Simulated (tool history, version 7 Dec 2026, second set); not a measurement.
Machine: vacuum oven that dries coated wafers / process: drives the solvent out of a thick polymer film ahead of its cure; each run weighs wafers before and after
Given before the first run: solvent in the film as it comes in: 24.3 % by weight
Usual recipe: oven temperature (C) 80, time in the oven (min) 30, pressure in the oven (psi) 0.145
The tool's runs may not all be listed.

Run 1, hour 0.0: usual settings. Result: solvent left in the film (%) 3.22.
Run 2, hour 14.4: usual settings. Result: solvent left in the film (%) 3.29.
Run 3, hour 40.6: usual settings but oven temperature (C) 87. Result: solvent left in the film (%) 1.66.
Run 4, hour 55.3: usual settings but oven temperature (C) 87. Result: solvent left in the film (%) 1.65.
Run 5, hour 68.1: usual settings but oven temperature (C) 71. Result: solvent left in the film (%) 6.20.
Run 6, hour 96.1: usual settings but oven temperature (C) 91. Result: solvent left in the film (%) 0.98.
Run 7, hour 112.3: usual settings but oven temperature (C) 91. Result: solvent left in the film (%) 1.04.
Run 8, hour 131.6: usual settings but oven temperature (C) 91. Result: solvent left in the film (%) 0.96.
Run 9, hour 157.4: usual settings but oven temperature (C) 91. Result: solvent left in the film (%) 1.09.
Run 10, hour 173.5: usual settings but oven temperature (C) 91. Result: solvent left in the film (%) 0.99.
Run 11, hour 199.0: usual settings but oven temperature (C) 91. Result: solvent left in the film (%) 1.07.
Run 12, hour 216.1: usual settings but pressure in the oven (psi) 0.186. Result: solvent left in the film (%) 3.29.
Run 13, hour 228.8: usual settings but pressure in the oven (psi) 0.186. Result: solvent left in the film (%) 3.30.
Run 14, hour 240.7: usual settings but pressure in the oven (psi) 0.186. Result: solvent left in the film (%) 3.49.
Run 15, hour 255.1: usual settings. Result: solvent left in the film (%) 3.26.
Run 16, hour 269.4: usual settings. Result: solvent left in the film (%) 3.21.
Run 17, hour 286.9: usual settings but time in the oven (min) 49. Result: solvent left in the film (%) 1.14.
Run 18, hour 315.9: usual settings but oven temperature (C) 84, time in the oven (min) 49. Result: solvent left in the film (%) 0.72.
Run 19, hour 336.3: usual settings but oven temperature (C) 84, time in the oven (min) 49. Result: solvent left in the film (%) 0.78.
Run 20, hour 359.6: usual settings but oven temperature (C) 84, time in the oven (min) 49. Result: solvent left in the film (%) 0.78.
Run 21, hour 381.4: usual settings but oven temperature (C) 84, time in the oven (min) 40. Result: solvent left in the film (%) 1.19.
Run 22, hour 409.6: usual settings. Result: solvent left in the film (%) 3.31.
Run 23, hour 438.4: usual settings. Result: solvent left in the film (%) 3.18.
Run 24, hour 462.1: usual settings but time in the oven (min) 17. Result: solvent left in the film (%) 6.88.
Run 25, hour 483.7: usual settings but oven temperature (C) 94. Result: solvent left in the film (%) 0.71.
Run 26, hour 499.1: usual settings but oven temperature (C) 72, time in the oven (min) 25, pressure in the oven (psi) 0.177. Result: solvent left in the film (%) 7.00.
At hour 503.8: oven's thermocouples calibrated.
Run 27, hour 517.7: usual settings but oven temperature (C) 76, time in the oven (min) 45, pressure in the oven (psi) 0.144. Result: solvent left in the film (%) 2.14.
Run 28, hour 535.1: usual settings but time in the oven (min) 28, pressure in the oven (psi) 0.074. Result: solvent left in the film (%) 3.23.
Run 29, hour 563.1: usual settings but time in the oven (min) 21, pressure in the oven (psi) 0.158. Result: solvent left in the film (%) 5.16.
Run 30, hour 582.0: usual settings but time in the oven (min) 21, pressure in the oven (psi) 0.158. Result: solvent left in the film (%) 5.08.
Run 31, hour 598.8: usual settings but time in the oven (min) 21, pressure in the oven (psi) 0.158. Result: solvent left in the film (%) 5.22.
Run 32, hour 619.8: usual settings but oven temperature (C) 91, time in the oven (min) 50. Result: solvent left in the film (%) 0.25.
At hour 624.3: oven's thermocouples calibrated, once more.
Run 33, hour 640.7: usual settings but oven temperature (C) 82, time in the oven (min) 50. Result: solvent left in the film (%) 1.00.
Run 34, hour 668.4: usual settings but oven temperature (C) 82, time in the oven (min) 50. Result: solvent left in the film (%) 0.96.
Run 35, hour 684.6: usual settings but oven temperature (C) 88, time in the oven (min) 17. Result: solvent left in the film (%) 4.42.
Run 36, hour 707.0: usual settings but oven temperature (C) 85, time in the oven (min) 24, pressure in the oven (psi) 0.081. Result: solvent left in the film (%) 3.08.
Run 37, hour 721.3: usual settings but oven temperature (C) 85, time in the oven (min) 24, pressure in the oven (psi) 0.081. Result: solvent left in the film (%) 3.05.

What will run 38 give?
Run 38, hour 740.6: usual settings but oven temperature (C) 85, time in the oven (min) 24, pressure in the oven (psi) 0.081. Result: solvent left in the film (%) ?.

Run 38 gave solvent left in the film (%) 3.01.
On a tool with no hidden condition, and with the same random variation, this run would have come out at solvent left in the film (%) 3.22.
